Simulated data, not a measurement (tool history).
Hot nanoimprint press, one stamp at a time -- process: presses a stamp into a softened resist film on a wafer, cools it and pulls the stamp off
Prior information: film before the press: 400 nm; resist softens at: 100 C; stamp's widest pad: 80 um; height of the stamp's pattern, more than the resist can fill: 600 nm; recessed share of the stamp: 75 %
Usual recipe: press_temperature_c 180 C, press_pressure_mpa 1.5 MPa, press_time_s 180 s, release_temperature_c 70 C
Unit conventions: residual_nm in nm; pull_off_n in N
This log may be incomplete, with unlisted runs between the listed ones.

run 1 hour=0 | press_temperature_c=180 press_pressure_mpa=1.5 press_time_s=180 release_temperature_c=70 | residual_nm=147.5 pull_off_n=163
run 2 hour=14.2 | press_temperature_c=189 press_pressure_mpa=1.5 press_time_s=180 release_temperature_c=70 | residual_nm=102.4 pull_off_n=161
run 3 hour=21.9 | press_temperature_c=189 press_pressure_mpa=1.5 press_time_s=180 release_temperature_c=70 | residual_nm=103.7 pull_off_n=163
run 4 hour=34.5 | press_temperature_c=189 press_pressure_mpa=1.5 press_time_s=180 release_temperature_c=70 | residual_nm=103.5 pull_off_n=164
run 5 hour=50.3 | press_temperature_c=189 press_pressure_mpa=1.5 press_time_s=180 release_temperature_c=70 | residual_nm=104.1 pull_off_n=168
run 6 hour=57.6 | press_temperature_c=183 press_pressure_mpa=1.5 press_time_s=180 release_temperature_c=70 | residual_nm=129.7 pull_off_n=161
-- hour=76.9 stamp cleaned and given a new release coat
run 7 hour=77.2 | press_temperature_c=183 press_pressure_mpa=1.5 press_time_s=180 release_temperature_c=70 | residual_nm=129.8 pull_off_n=163
run 8 hour=90.6 | press_temperature_c=180 press_pressure_mpa=1.5 press_time_s=180 release_temperature_c=70 | residual_nm=146.4 pull_off_n=163
run 9 hour=101.2 | press_temperature_c=174 press_pressure_mpa=1.52 press_time_s=180 release_temperature_c=76 | residual_nm=187.8 pull_off_n=154
run 10 hour=111.4 | press_temperature_c=192 press_pressure_mpa=1.5 press_time_s=180 release_temperature_c=66 | residual_nm=93.6 pull_off_n=168
run 11 hour=122.6 | press_temperature_c=190 press_pressure_mpa=1.12 press_time_s=238 release_temperature_c=70 | residual_nm=107.2 pull_off_n=163
run 12 hour=132.7 | press_temperature_c=190 press_pressure_mpa=1.12 press_time_s=238 release_temperature_c=70 | residual_nm=107.1 pull_off_n=164

Below are 5 alternative next runs, each starting from the tool's condition after run 12. Predict each:
run A hour=147.3 | press_temperature_c=176 press_pressure_mpa=1.5 press_time_s=260 release_temperature_c=68 | residual_nm=? pull_off_n=?
run B hour=147.3 | press_temperature_c=191 press_pressure_mpa=1.13 press_time_s=116 release_temperature_c=70 | residual_nm=? pull_off_n=?
run C hour=147.3 | press_temperature_c=190 press_pressure_mpa=2.14 press_time_s=246 release_temperature_c=56 | residual_nm=? pull_off_n=?
run D hour=147.3 | press_temperature_c=177 press_pressure_mpa=1.12 press_time_s=180 release_temperature_c=74 | residual_nm=? pull_off_n=?
run E hour=147.3 | press_temperature_c=180 press_pressure_mpa=2.04 press_time_s=191 release_temperature_c=64 | residual_nm=? pull_off_n=?

run=A residual_nm=153.8 pull_off_n=164
run=B residual_nm=133.6 pull_off_n=163
run=C residual_nm=70.8 pull_off_n=182
run=D residual_nm=195 pull_off_n=161
run=E residual_nm=121.9 pull_off_n=171
With no hidden state in the tool, these same runs would have given:
run=A residual_nm=153.5 pull_off_n=164
run=B residual_nm=133.4 pull_off_n=162
run=C residual_nm=70.7 pull_off_n=182
run=D residual_nm=194.7 pull_off_n=161
run=E residual_nm=121.7 pull_off_n=171

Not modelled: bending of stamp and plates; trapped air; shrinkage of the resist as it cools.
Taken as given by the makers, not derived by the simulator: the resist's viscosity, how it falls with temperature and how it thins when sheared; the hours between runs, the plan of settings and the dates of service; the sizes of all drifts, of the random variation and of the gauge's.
